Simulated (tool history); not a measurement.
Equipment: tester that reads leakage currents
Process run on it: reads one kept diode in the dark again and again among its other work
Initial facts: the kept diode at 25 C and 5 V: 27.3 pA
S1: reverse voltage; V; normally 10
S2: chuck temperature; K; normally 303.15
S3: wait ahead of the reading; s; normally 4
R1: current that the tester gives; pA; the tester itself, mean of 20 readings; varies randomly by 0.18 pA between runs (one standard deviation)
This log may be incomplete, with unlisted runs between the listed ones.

| run | hour | S1 | S2 | S3 | R1 |
|---|---|---|---|---|---|
| 1 | 0 | 10 | 303.15 | 4 | 58.05 |
| 2 | 28.2 | 10 | 303.15 | 4 | 58.38 |
| 3 | 65.8 | 10 | 303.15 | 4 | 58.58 |
| 4 | 95.4 | 10 | 303.15 | 8.15 | 58.03 |
| 5 | 118.4 | 10 | 313.15 | 8.15 | 116.31 |
| 6 | 141.4 | 10 | 313.15 | 8.15 | 115.63 |
| 7 | 187.9 | 10 | 303.15 | 4 | 58.76 |
| 8 | 218.5 | 10 | 303.15 | 4 | 58.46 |
| 9 | 253.2 | 10 | 303.15 | 4 | 58.47 |
| 10 | 297.5 | 10 | 303.15 | 4 | 58.34 |
| 11 | 334.1 | 10 | 303.15 | 4 | 58.6 |
| 12 | 380.8 | 10 | 303.15 | 4 | 58.63 |
| 13 | 402.4 | 10 | 298.15 | 4 | 40.71 |
| 14 | 433.7 | 10 | 298.15 | 4 | 40.84 |
| 15 | 463.5 | 10 | 298.15 | 4 | 40.9 |
| 16 | 502.2 | 10 | 298.15 | 4 | 40.98 |
| 17 | 543.4 | 8.4 | 303.15 | 4 | 52.81 |
| 18 | 577.5 | 8.4 | 303.15 | 4 | 53.2 |
| 19 | 620.7 | 10 | 310.15 | 4 | 95.38 |
| 20 | 659.2 | 10 | 310.15 | 4 | 95.4 |
| 21 | 692.3 | 10 | 303.15 | 4 | 58.18 |
| 22 | 729.4 | 3.5 | 295.15 | 0.96 | 19 |
| 23 | 764.4 | 1.2 | 295.15 | 0.96 | 10.47 |
| 24 | 787.9 | 1.2 | 295.15 | 0.96 | 10.45 |
| 25 | 835.2 | 16.9 | 320.15 | 0.56 | 253.37 |
| 26 | 874.1 | 10 | 297.15 | 4.19 | 38 |
| 27 | 908.9 | 2.8 | 316.15 | 1.96 | 71.22 |
| 28 | 954.2 | 2.3 | 321.15 | 6.67 | 88.36 |
| 29 | 994.5 | 2.3 | 294.15 | 0.99 | 13.99 |
| 30 | 1031.1 | 6.4 | 315.15 | 5.14 | 104.56 |
| 31 | 1068.2 | 6.4 | 320.15 | 1.17 | 145.64 |
| 32 | 1103.5 | 6.7 | 314.15 | 0.41 | 104.29 |
| 33 | 1148.9 | 6.9 | 306.15 | 0.98 | 60.8 |
| 34 | 1194.9 | 12.2 | 303.15 | 2.27 | 65.99 |
| 35 | 1221.8 | 12.2 | 303.15 | 2.27 | 65.52 |
| 36 | 1254.4 | 1.1 | 309.15 | 2.39 | 26.74 |
| 37 | 1296.2 | 1.1 | 309.15 | 2.39 | 26.63 |
| 38 | 1339 | 1.1 | 309.15 | 2.39 | 26.59 |
| 39 | 1368.3 | 10 | 303.15 | 0.5 | 63.59 |
| 40 | 1403.2 | 14.5 | 328.15 | 0.41 | 384.69 |
| 41 | 1425.9 | 10 | 299.15 | 0.77 | 47.06 |

3 ways to go on from here, each from the tool as it stands after run 41. What would each give?
| A | 1473.5 | 9.6 | 327.15 | 5.94 | ? |
| B | 1473.5 | 4.3 | 303.15 | 0.77 | ? |
| C | 1473.5 | 10 | 332.15 | 0.77 | ? |

| run | R1 |
|---|---|
| A | 280.58 |
| B | 38.3 |
| C | 393.27 |
Without the tool's hidden state the same runs would have given:
| run | R1 |
|---|---|
| A | 280.39 |
| B | 38.27 |
| C | 393.02 |
